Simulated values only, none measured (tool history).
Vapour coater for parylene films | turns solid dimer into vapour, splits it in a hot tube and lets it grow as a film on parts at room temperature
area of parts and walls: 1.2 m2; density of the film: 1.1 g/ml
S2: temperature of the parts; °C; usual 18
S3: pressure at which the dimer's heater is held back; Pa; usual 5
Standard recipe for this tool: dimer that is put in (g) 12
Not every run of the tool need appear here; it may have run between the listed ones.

run 1 day=0 | dimer_that_is_put_in_(g)=12 S2=18 S3=5 | thickness_of_the_film_(um)=6.34
run 2 day=0.696 | dimer_that_is_put_in_(g)=12 S2=18 S3=5 | thickness_of_the_film_(um)=6.34
run 3 day=1.35 | dimer_that_is_put_in_(g)=12 S2=15 S3=5 | thickness_of_the_film_(um)=7.17
run 4 day=2.008 | dimer_that_is_put_in_(g)=12 S2=15 S3=5 | thickness_of_the_film_(um)=7.23
run 5 day=2.346 | dimer_that_is_put_in_(g)=12 S2=15 S3=5 | thickness_of_the_film_(um)=7.2
run 6 day=2.783 | dimer_that_is_put_in_(g)=12 S2=13 S3=5 | thickness_of_the_film_(um)=7.78
run 7 day=3.188 | dimer_that_is_put_in_(g)=12 S2=13 S3=5 | thickness_of_the_film_(um)=7.8
run 8 day=3.496 | dimer_that_is_put_in_(g)=16 S2=25 S3=5 | thickness_of_the_film_(um)=6.35
run 9 day=3.875 | dimer_that_is_put_in_(g)=12 S2=10 S3=5 | thickness_of_the_film_(um)=8.5
run 10 day=4.558 | dimer_that_is_put_in_(g)=12 S2=12 S3=3.19 | thickness_of_the_film_(um)=8.47
run 11 day=5.129 | dimer_that_is_put_in_(g)=9 S2=27 S3=3.19 | thickness_of_the_film_(um)=3.53
run 12 day=5.738 | dimer_that_is_put_in_(g)=12 S2=25 S3=2.47 | thickness_of_the_film_(um)=5.33
run 13 day=6.075 | dimer_that_is_put_in_(g)=12 S2=19 S3=2.47 | thickness_of_the_film_(um)=6.78
run 14 day=6.654 | dimer_that_is_put_in_(g)=12 S2=19 S3=2.47 | thickness_of_the_film_(um)=6.8

Measured less the same run without the tool's hidden state. The same run-to-run variation is in both; the gauge's scatter may not be:
What the log doesn't record here: vapour lost through the trap's worn valve, %; true temperature of the parts over the reading, C; drift of the gauge itself on film_um, %.
run=1 thickness_of_the_film_(um)=-0.25
run=2 thickness_of_the_film_(um)=-0.26
run=3 thickness_of_the_film_(um)=-0.29
run=4 thickness_of_the_film_(um)=-0.3
run=5 thickness_of_the_film_(um)=-0.29
run=6 thickness_of_the_film_(um)=-0.33
run=7 thickness_of_the_film_(um)=-0.33
run=8 thickness_of_the_film_(um)=-0.27
run=9 thickness_of_the_film_(um)=-0.42
run=10 thickness_of_the_film_(um)=-0.43
run=11 thickness_of_the_film_(um)=-0.16
run=12 thickness_of_the_film_(um)=-0.24
run=13 thickness_of_the_film_(um)=-0.3
run=14 thickness_of_the_film_(um)=-0.3
